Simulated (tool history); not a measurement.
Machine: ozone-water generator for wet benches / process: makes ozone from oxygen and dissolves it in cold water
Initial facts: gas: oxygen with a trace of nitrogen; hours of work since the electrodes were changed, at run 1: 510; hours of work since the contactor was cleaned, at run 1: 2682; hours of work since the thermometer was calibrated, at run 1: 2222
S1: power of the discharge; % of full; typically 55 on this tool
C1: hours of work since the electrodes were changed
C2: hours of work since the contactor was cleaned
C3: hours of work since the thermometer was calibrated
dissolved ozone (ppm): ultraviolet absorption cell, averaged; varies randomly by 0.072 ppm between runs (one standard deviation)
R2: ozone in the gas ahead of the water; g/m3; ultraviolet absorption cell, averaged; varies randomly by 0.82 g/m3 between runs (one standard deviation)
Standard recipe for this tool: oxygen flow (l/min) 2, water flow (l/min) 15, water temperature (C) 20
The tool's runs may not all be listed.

run 1 hour=0 | S1=55 oxygen_flow_(l/min)=2 water_flow_(l/min)=15 water_temperature_(C)=20 | C1=510 C2=2682 C3=2222 | dissolved_ozone_(ppm)=9.83 R2=127.2
run 2 hour=50.7 | S1=55 oxygen_flow_(l/min)=2 water_flow_(l/min)=12 water_temperature_(C)=20 | C1=545 C2=2718 C3=2257 | dissolved_ozone_(ppm)=11.86 R2=128.2
run 3 hour=100.3 | S1=55 oxygen_flow_(l/min)=2 water_flow_(l/min)=12 water_temperature_(C)=20 | C1=580 C2=2752 C3=2291 | dissolved_ozone_(ppm)=11.7 R2=128.8
run 4 hour=153.4 | S1=55 oxygen_flow_(l/min)=2 water_flow_(l/min)=15 water_temperature_(C)=20 | C1=617 C2=2789 C3=2328 | dissolved_ozone_(ppm)=9.79 R2=128.7
run 5 hour=192.3 | S1=55 oxygen_flow_(l/min)=2 water_flow_(l/min)=15 water_temperature_(C)=20 | C1=644 C2=2817 C3=2356 | dissolved_ozone_(ppm)=9.74 R2=129.1
run 6 hour=259.1 | S1=55 oxygen_flow_(l/min)=2 water_flow_(l/min)=15 water_temperature_(C)=20 | C1=690 C2=2863 C3=2402 | dissolved_ozone_(ppm)=9.76 R2=128.4
run 7 hour=316.4 | S1=55 oxygen_flow_(l/min)=1.16 water_flow_(l/min)=15 water_temperature_(C)=20 | C1=730 C2=2903 C3=2442 | dissolved_ozone_(ppm)=7.79 R2=152.4
run 8 hour=348.7 | S1=55 oxygen_flow_(l/min)=2 water_flow_(l/min)=15 water_temperature_(C)=20 | C1=753 C2=2926 C3=2465 | dissolved_ozone_(ppm)=9.73 R2=127.8
run 9 hour=393 | S1=55 oxygen_flow_(l/min)=2.21 water_flow_(l/min)=15 water_temperature_(C)=20 | C1=784 C2=2956 C3=2496 | dissolved_ozone_(ppm)=10.09 R2=123.8
run 10 hour=430.9 | S1=55 oxygen_flow_(l/min)=2 water_flow_(l/min)=15 water_temperature_(C)=28 | C1=810 C2=2983 C3=2522 | dissolved_ozone_(ppm)=8.98 R2=127.9
run 11 hour=471.4 | S1=55 oxygen_flow_(l/min)=2 water_flow_(l/min)=15 water_temperature_(C)=28 | C1=838 C2=3011 C3=2550 | dissolved_ozone_(ppm)=8.94 R2=127.1
run 12 hour=530.7 | S1=55 oxygen_flow_(l/min)=2 water_flow_(l/min)=15 water_temperature_(C)=28 | C1=880 C2=3052 C3=2592 | dissolved_ozone_(ppm)=8.81 R2=128.9
run 13 hour=589.7 | S1=55 oxygen_flow_(l/min)=2 water_flow_(l/min)=11 water_temperature_(C)=20 | C1=921 C2=3094 C3=2633 | dissolved_ozone_(ppm)=12.59 R2=127.9
run 14 hour=635.5 | S1=55 oxygen_flow_(l/min)=2 water_flow_(l/min)=11 water_temperature_(C)=20 | C1=953 C2=3126 C3=2665 | dissolved_ozone_(ppm)=12.68 R2=127.9
run 15 hour=688.2 | S1=55 oxygen_flow_(l/min)=2 water_flow_(l/min)=11 water_temperature_(C)=20 | C1=989 C2=3162 C3=2701 | dissolved_ozone_(ppm)=12.68 R2=127.4
run 16 hour=719.6 | S1=55 oxygen_flow_(l/min)=2 water_flow_(l/min)=11 water_temperature_(C)=20 | C1=1011 C2=3184 C3=2723 | dissolved_ozone_(ppm)=12.75 R2=127.6
run 17 hour=768.8 | S1=55 oxygen_flow_(l/min)=2 water_flow_(l/min)=11 water_temperature_(C)=20 | C1=1046 C2=3219 C3=2758 | dissolved_ozone_(ppm)=12.66 R2=127.4
run 18 hour=809.4 | S1=53 oxygen_flow_(l/min)=1.01 water_flow_(l/min)=12 water_temperature_(C)=20 | C1=1074 C2=3247 C3=2786 | dissolved_ozone_(ppm)=8.71 R2=155.5
run 19 hour=848.4 | S1=60 oxygen_flow_(l/min)=1.17 water_flow_(l/min)=15 water_temperature_(C)=17 | C1=1101 C2=3274 C3=2813 | dissolved_ozone_(ppm)=8.29 R2=161.9
run 20 hour=883.7 | S1=65 oxygen_flow_(l/min)=2.36 water_flow_(l/min)=15 water_temperature_(C)=27 | C1=1126 C2=3299 C3=2838 | dissolved_ozone_(ppm)=10.68 R2=135
run 21 hour=936.8 | S1=65 oxygen_flow_(l/min)=2.36 water_flow_(l/min)=15 water_temperature_(C)=27 | C1=1163 C2=3336 C3=2875 | dissolved_ozone_(ppm)=10.61 R2=137.7
run 22 hour=1002 | S1=45 oxygen_flow_(l/min)=2.36 water_flow_(l/min)=15 water_temperature_(C)=27 | C1=1208 C2=3381 C3=2920 | dissolved_ozone_(ppm)=8.14 R2=103.2
run 23 hour=1071.9 | S1=87 oxygen_flow_(l/min)=3.15 water_flow_(l/min)=18 water_temperature_(C)=25 | C1=1257 C2=3430 C3=2969 | dissolved_ozone_(ppm)=12.46 R2=153.8
run 24 hour=1127 | S1=55 oxygen_flow_(l/min)=2.75 water_flow_(l/min)=19 water_temperature_(C)=20 | C1=1295 C2=3468 C3=3007 | dissolved_ozone_(ppm)=8.59 R2=112.9
-- hour=1133.7 water thermometer calibrated
run 25 hour=1178.4 | S1=51 oxygen_flow_(l/min)=3.42 water_flow_(l/min)=12 water_temperature_(C)=17 | C1=1331 C2=3504 C3=31 | dissolved_ozone_(ppm)=13.14 R2=99.5
run 26 hour=1246.4 | S1=90 oxygen_flow_(l/min)=1.38 water_flow_(l/min)=12 water_temperature_(C)=17 | C1=1378 C2=3551 C3=79 | dissolved_ozone_(ppm)=15.24 R2=207.2
run 27 hour=1282.7 | S1=55 oxygen_flow_(l/min)=2 water_flow_(l/min)=15 water_temperature_(C)=23 | C1=1404 C2=3577 C3=104 | dissolved_ozone_(ppm)=9.3 R2=126.9
-- hour=1302.1 water thermometer calibrated, once more
run 28 hour=1341.1 | S1=55 oxygen_flow_(l/min)=2 water_flow_(l/min)=15 water_temperature_(C)=23 | C1=1444 C2=3617 C3=27 | dissolved_ozone_(ppm)=9.38 R2=126.3
run 29 hour=1371.7 | S1=96 oxygen_flow_(l/min)=2.47 water_flow_(l/min)=16 water_temperature_(C)=15 | C1=1465 C2=3638 C3=49 | dissolved_ozone_(ppm)=15.61 R2=179.4
run 30 hour=1440.2 | S1=96 oxygen_flow_(l/min)=2.47 water_flow_(l/min)=16 water_temperature_(C)=15 | C1=1513 C2=3686 C3=96 | dissolved_ozone_(ppm)=15.46 R2=178.3
run 31 hour=1474.3 | S1=96 oxygen_flow_(l/min)=2.47 water_flow_(l/min)=16 water_temperature_(C)=15 | C1=1537 C2=3710 C3=120 | dissolved_ozone_(ppm)=15.59 R2=177.4
run 32 hour=1504.6 | S1=49 oxygen_flow_(l/min)=2.47 water_flow_(l/min)=16 water_temperature_(C)=15 | C1=1558 C2=3731 C3=141 | dissolved_ozone_(ppm)=9.4 R2=108.5
run 33 hour=1551.3 | S1=93 oxygen_flow_(l/min)=3.3 water_flow_(l/min)=13 water_temperature_(C)=17 | C1=1591 C2=3763 C3=174 | dissolved_ozone_(ppm)=19.15 R2=157
run 34 hour=1589.6 | S1=48 oxygen_flow_(l/min)=2.9 water_flow_(l/min)=15 water_temperature_(C)=22 | C1=1617 C2=3790 C3=200 | dissolved_ozone_(ppm)=9.37 R2=100.9

Below are 3 alternative next runs, each starting from the tool's condition after run 34. Predict each:
run A hour=1651.7 | S1=48 oxygen_flow_(l/min)=2.9 water_flow_(l/min)=15 water_temperature_(C)=13 | C1=1661 C2=3833 C3=244 | dissolved_ozone_(ppm)=? R2=?
run B hour=1651.7 | S1=48 oxygen_flow_(l/min)=2.9 water_flow_(l/min)=21 water_temperature_(C)=22 | C1=1661 C2=3833 C3=244 | dissolved_ozone_(ppm)=? R2=?
run C hour=1651.7 | S1=73 oxygen_flow_(l/min)=2 water_flow_(l/min)=15 water_temperature_(C)=20 | C1=1661 C2=3833 C3=244 | dissolved_ozone_(ppm)=? R2=?

run=A dissolved_ozone_(ppm)=10.63 R2=101
run=B dissolved_ozone_(ppm)=7.03 R2=101.2
run=C dissolved_ozone_(ppm)=11.79 R2=154.6
What these runs would have given with no unlogged condition in the tool:
run=A dissolved_ozone_(ppm)=11.09 R2=103.9
run=B dissolved_ozone_(ppm)=7.36 R2=104.1
run=C dissolved_ozone_(ppm)=12.46 R2=161.1
